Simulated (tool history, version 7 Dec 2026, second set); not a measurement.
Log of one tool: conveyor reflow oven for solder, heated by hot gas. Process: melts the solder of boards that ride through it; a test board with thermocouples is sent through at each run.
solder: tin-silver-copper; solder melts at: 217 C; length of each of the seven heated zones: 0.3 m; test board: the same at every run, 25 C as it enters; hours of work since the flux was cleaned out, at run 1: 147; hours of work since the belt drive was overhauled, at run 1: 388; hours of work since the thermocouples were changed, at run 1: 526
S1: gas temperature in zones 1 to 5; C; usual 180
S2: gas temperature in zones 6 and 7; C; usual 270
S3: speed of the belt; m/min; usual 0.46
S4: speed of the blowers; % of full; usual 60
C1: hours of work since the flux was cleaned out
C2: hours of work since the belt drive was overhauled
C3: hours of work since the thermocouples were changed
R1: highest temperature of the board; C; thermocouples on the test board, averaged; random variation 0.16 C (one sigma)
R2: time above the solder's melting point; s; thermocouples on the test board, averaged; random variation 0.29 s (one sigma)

run,hour,S1,S2,S3,S4,C1,C2,C3,R1,R2
1,0,180,270,0.46,60,147,388,526,258.1,65.9
# hour 17.4: flux residue cleaned out of gas plates and filters
2,38.3,180,270,0.46,60,14,410,548,258.2,65.9
3,72.6,180,270,0.46,60,36,433,571,258.6,65.9
4,128.6,180,263,0.46,60,73,470,608,251.8,62.2
5,161.6,180,263,0.46,60,95,491,629,252.1,62.1
6,190.4,180,263,0.46,60,114,510,648,252.1,62.1
# hour 206: thermocouples of zones 6 and 7 changed
7,228,180,263,0.46,60,137,534,14,250.2,60.5
# hour 259.6: flux residue cleaned out of gas plates and filters
8,266.3,180,270,0.456,60,4,555,36,257.3,66.1
9,290.9,180,270,0.474,60,21,572,53,256.2,63.2
10,321.5,180,270,0.424,60,41,592,73,259.3,73
11,363.7,180,280,0.46,60,68,620,100,266,70.8
12,412.2,180,270,0.46,60,100,651,132,257.1,65.7
13,450,180,270,0.46,60,125,676,157,257.1,65.7
# hour 500.4: flux residue cleaned out of gas plates and filters
14,507.8,180,270,0.46,60,5,711,192,257.1,66.1
15,548.9,180,270,0.46,60,32,738,219,257.2,66
16,584.4,180,270,0.46,60,55,761,242,257.5,66
17,613.4,187,264,0.545,50,74,780,261,246.3,49.4
18,649.2,187,264,0.545,50,98,804,285,246,48.8
19,694.4,184,270,0.376,80,127,834,314,264.3,88.8
20,722.6,184,270,0.376,80,146,852,333,264.3,88.9
# hour 743.6: flux residue cleaned out of gas plates and filters
21,759,180,270,0.505,65,10,873,354,255.7,59.1
22,800.6,187,273,0.505,65,37,900,381,259.9,64.1
23,857.4,180,278,0.46,53,75,937,418,263.7,69.6
24,891.1,178,278,0.419,53,97,959,440,266.3,77.5
25,940.6,180,285,0.46,81,129,992,473,274.7,75.9
# hour 982.2: flux residue cleaned out of gas plates and filters
26,999.2,186,270,0.46,60,11,1027,508,258.8,69.9
27,1024,172,263,0.488,66,27,1044,524,249.7,54.4
28,1053.2,172,263,0.488,66,47,1063,544,249.5,54.6
29,1110,193,263,0.488,51,84,1100,581,250.8,63.6
30,1162.4,193,263,0.488,51,118,1134,615,250.7,63.6
31,1212.6,193,263,0.488,51,151,1167,648,250.9,63.8

Measured less the same run without the tool's hidden state. The same run-to-run variation is in both; the gauge's scatter may not be:
The hidden state here: heat that the gas passes to the board, % of a clean oven's; belt's true speed, % of the reading; true gas temperature in zones 6 and 7 over the reading, C; drift of the gauge itself on peak_c, C; drift of the gauge itself on liquid_s, %.
run,R1,R2
1,+1,+1.1
2,+1.5,+1.5
3,+1.5,+1.5
4,+1.4,+1.6
5,+1.4,+1.6
6,+1.3,+1.6
7,-0.4,+0.4
8,+0.1,+0.9
9,+0.1,+1
10,+0.1,+1
11,+0.1,+1
12,+0.1,+0.9
13,+0,+0.9
14,+0.4,+1.3
15,+0.4,+1.3
16,+0.4,+1.4
17,+0.4,+1.2
18,+0.4,+1.2
19,+0.2,+1.7
20,+0.2,+1.7
21,+0.8,+1.7
22,+0.8,+1.7
23,+0.9,+2
24,+0.8,+2.1
25,+0.7,+1.9
26,+1.1,+2.2
27,+1.1,+2.2
28,+1.1,+2.2
29,+1.1,+2.3
30,+1,+2.3
31,+1,+2.4

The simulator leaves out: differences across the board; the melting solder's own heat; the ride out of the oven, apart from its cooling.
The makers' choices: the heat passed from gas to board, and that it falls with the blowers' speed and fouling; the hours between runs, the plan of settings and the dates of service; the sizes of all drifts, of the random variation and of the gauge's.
